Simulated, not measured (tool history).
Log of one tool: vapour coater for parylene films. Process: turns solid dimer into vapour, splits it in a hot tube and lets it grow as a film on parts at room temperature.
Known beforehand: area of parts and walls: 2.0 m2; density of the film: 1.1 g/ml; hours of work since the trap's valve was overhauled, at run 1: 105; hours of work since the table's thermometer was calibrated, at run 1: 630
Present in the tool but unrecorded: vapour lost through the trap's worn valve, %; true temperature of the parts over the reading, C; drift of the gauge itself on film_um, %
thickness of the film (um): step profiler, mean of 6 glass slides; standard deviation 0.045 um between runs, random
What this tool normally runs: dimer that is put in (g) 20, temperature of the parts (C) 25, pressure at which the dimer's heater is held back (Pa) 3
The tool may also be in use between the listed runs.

run   hour  dimer that is put in (g)  temperature of the parts (C)  pressure at which the dimer's heater is held back (Pa)  hours of work since the trap's valve was overhauled  hours of work since the table's thermometer was calibrated  thickness of the film (um)
  1      0                        20                            25                                                       3                                                  105                                                         630                        4.88
  2   38.9                        20                            25                                                       3                                                  136                                                         661                        4.91
  3   70.4                        20                            25                                                       3                                                  160                                                         685                         4.9
  4   97.2                        20                            25                                                       3                                                  181                                                         706                        4.77
  5  129.6                        20                            25                                                       3                                                  207                                                         732                        4.73
  6  160.7                        20                            25                                                       3                                                  231                                                         756                        4.84
  7  194.4                        20                            25                                                    4.76                                                  257                                                         782                         4.3
     234.6  -- trap's valve overhauled
  8  237.5                        20                            25                                                    4.76                                                    2                                                         813                        4.21
  9  269.4                        20                            25                                                       3                                                   27                                                         838                         4.6
 10  292.1                        20                            25                                                       3                                                   45                                                         856                        4.59
 11  311.3                        20                            25                                                       3                                                   60                                                         871                        4.54
 12  332.6                        20                            25                                                       3                                                   77                                                         887                        4.47
 13  364.6                        20                            25                                                    9.78                                                  102                                                         912                        3.62
 14  404.9                        19                            25                                                    9.78                                                  133                                                         944                        3.46
 15  439.2                        10                            36                                                    3.84                                                  160                                                         971                        1.57
     470.7  -- trap's valve overhauled, once more
 16  473.1                        10                            36                                                    3.84                                                    2                                                         994                        1.77
 17  489.9                        10                            36                                                    5.03                                                   15                                                        1007                        1.68
 18    512                        10                            19                                                    6.29                                                   32                                                        1024                        2.57
 19    543                        10                            19                                                    6.29                                                   57                                                        1049                        2.55
 20  581.7                        32                            26                                                    7.69                                                   87                                                        1079                        6.45
 21  614.3                        32                            30                                                    6.47                                                  112                                                        1104                        5.88
 22    638                        32                            30                                                    6.47                                                  131                                                        1123                        5.95
 23  666.5                        10                            19                                                    6.47                                                  153                                                        1145                         2.5
 24  687.1                        10                            19                                                    6.47                                                  169                                                        1161                        2.49
 25  716.3                        18                            31                                                    3.52                                                  192                                                        1184                        3.52
 26  751.1                        20                            25                                                    7.66                                                  219                                                        1211                        3.99

Some steps in thickness of the film (um) between neighbouring runs. How much of each would the tool show without its hidden state too (settings, what came in, random variation), and how much is left for the hidden state, with any gauge scatter that isn't in both results?
Run 14 -> 15: dimer that is put in (g) 19 -> 10, temperature of the parts (C) 25 -> 36, pressure at which the dimer's heater is held back (Pa) 9.78 -> 3.84. thickness of the film (um) -1.89: hidden state +0.21, all else -2.1.
Run 15 -> 16: trap's valve overhauled, once more. thickness of the film (um) +0.2: hidden state +0.22, all else -0.02.
Run 19 -> 20: dimer that is put in (g) 10 -> 32, temperature of the parts (C) 19 -> 26, pressure at which the dimer's heater is held back (Pa) 6.29 -> 7.69. thickness of the film (um) +3.9: hidden state -0.06, all else +3.96.
Run 22 -> 23: dimer that is put in (g) 32 -> 10, temperature of the parts (C) 30 -> 19. thickness of the film (um) -3.45: hidden state +0.04, all else -3.49.
